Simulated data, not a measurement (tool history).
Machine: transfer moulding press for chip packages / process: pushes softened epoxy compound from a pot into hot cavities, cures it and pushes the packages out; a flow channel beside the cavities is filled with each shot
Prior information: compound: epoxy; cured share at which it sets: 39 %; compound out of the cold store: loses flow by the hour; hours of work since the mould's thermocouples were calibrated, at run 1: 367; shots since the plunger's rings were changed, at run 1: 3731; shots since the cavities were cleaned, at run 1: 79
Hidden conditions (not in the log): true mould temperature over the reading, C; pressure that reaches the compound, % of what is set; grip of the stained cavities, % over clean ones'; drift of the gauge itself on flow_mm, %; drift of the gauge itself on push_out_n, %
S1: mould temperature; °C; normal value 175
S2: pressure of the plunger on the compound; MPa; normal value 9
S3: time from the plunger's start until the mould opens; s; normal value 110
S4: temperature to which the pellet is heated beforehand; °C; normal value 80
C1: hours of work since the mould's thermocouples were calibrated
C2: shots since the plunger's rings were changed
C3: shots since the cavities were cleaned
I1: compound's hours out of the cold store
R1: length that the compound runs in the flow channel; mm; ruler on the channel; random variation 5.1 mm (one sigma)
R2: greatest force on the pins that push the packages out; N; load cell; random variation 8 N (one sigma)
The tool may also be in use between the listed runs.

| run | day | S1 | S2 | S3 | S4 | C1 | C2 | C3 | I1 | R1 | R2 |
|---|---|---|---|---|---|---|---|---|---|---|---|
| 1 | 0 | 175 | 9 | 110 | 80 | 367 | 3731 | 79 | 19.5 | 659 | 375 |
| 2 | 0.833 | 175 | 9 | 110 | 80 | 382 | 3978 | 326 | 43.2 | 584 | 442 |
| 3 | 1.271 | 175 | 9 | 110 | 80 | 390 | 4108 | 456 | 35.3 | 615 | 498 |
| 4 | 1.746 | 175 | 8.59 | 110 | 80 | 399 | 4249 | 597 | 14.8 | 650 | 553 |
|  | 2.271 | cavities cleaned with cleaning compound and waxed |
| 5 | 2.417 | 175 | 9 | 119 | 80 | 411 | 4429 | 43 | 34.2 | 610 | 340 |
| 6 | 3.133 | 175 | 9 | 119 | 80 | 424 | 4642 | 256 | 21.3 | 642 | 449 |
| 7 | 4.208 | 175 | 9 | 119 | 80 | 444 | 4960 | 574 | 21.2 | 646 | 495 |
|  | 4.862 | cavities cleaned with cleaning compound and waxed |
|  | 5.208 | plunger's sealing rings changed |
| 8 | 5.229 | 175 | 9 | 119 | 80 | 460 | 6 | 78 | 37.9 | 637 | 344 |
| 9 | 6.058 | 175 | 9 | 119 | 80 | 476 | 252 | 324 | 40.3 | 619 | 440 |

Run 10 comes next. What will it give?
| 10 | 6.562 | 175 | 9 | 119 | 80 | 485 | 402 | 474 | 17.9 | ? | ? |

{"run 10": {"R1": 687, "R2": 459}}
Take away the tool's hidden state, keep the run-to-run variation as it was, and the same run would have given R1 694 mm, R2 312 N.
